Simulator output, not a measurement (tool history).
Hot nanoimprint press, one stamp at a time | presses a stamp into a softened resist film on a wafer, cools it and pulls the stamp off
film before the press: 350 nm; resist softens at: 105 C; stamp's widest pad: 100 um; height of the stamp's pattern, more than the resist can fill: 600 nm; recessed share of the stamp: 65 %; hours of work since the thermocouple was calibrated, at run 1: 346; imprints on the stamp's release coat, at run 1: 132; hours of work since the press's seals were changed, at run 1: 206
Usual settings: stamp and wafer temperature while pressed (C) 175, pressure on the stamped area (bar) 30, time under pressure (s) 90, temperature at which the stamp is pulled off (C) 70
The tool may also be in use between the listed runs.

run,hour,stamp and wafer temperature while pressed (C),pressure on the stamped area (bar),time under pressure (s),temperature at which the stamp is pulled off (C),hours of work since the thermocouple was calibrated,imprints on the stamp's release coat,hours of work since the press's seals were changed,resist left under the stamp's widest pad (angstrom),greatest force while the stamp is pulled off (N)
1,0,175,30,90,70,346,132,206,1701,204
2,7.5,175,30,90,70,352,179,212,1683,212
3,14.2,175,30,90,70,357,220,218,1693,212
4,27.2,175,30,90,73,367,302,228,1722,214
5,34.1,175,30,170,70,373,344,233,1330,218
6,46.9,175,30,90,78,383,425,243,1713,208
7,55.7,175,30,90,75,390,480,250,1680,218
8,67.7,175,30,90,75,399,555,259,1723,218
# hour 71.5: plate thermocouple calibrated
9,83.5,175,30,90,75,9,634,269,1741,219
10,94.5,175,30,90,70,18,703,278,1751,240
# hour 98.7: plate thermocouple calibrated, once more
11,107,175,30,90,70,7,763,285,1595,222
12,114.9,175,22.6,80,70,13,812,292,1877,228
13,127.4,178,38.8,90,70,22,890,301,1232,234
14,136.2,178,34.4,62,67,29,945,308,1480,234
15,147.4,165,23.7,152,65,38,1015,317,2387,253

Forecast run 16:
16,158.3,165,26.6,152,73,47,1083,326,?,?

{"run 16": {"resist left under the stamp's widest pad (angstrom)": 2301, "greatest force while the stamp is pulled off (N)": 238}}
Without the tool's hidden state the same run would have given resist left under the stamp's widest pad (angstrom) 2242, greatest force while the stamp is pulled off (N) 197.
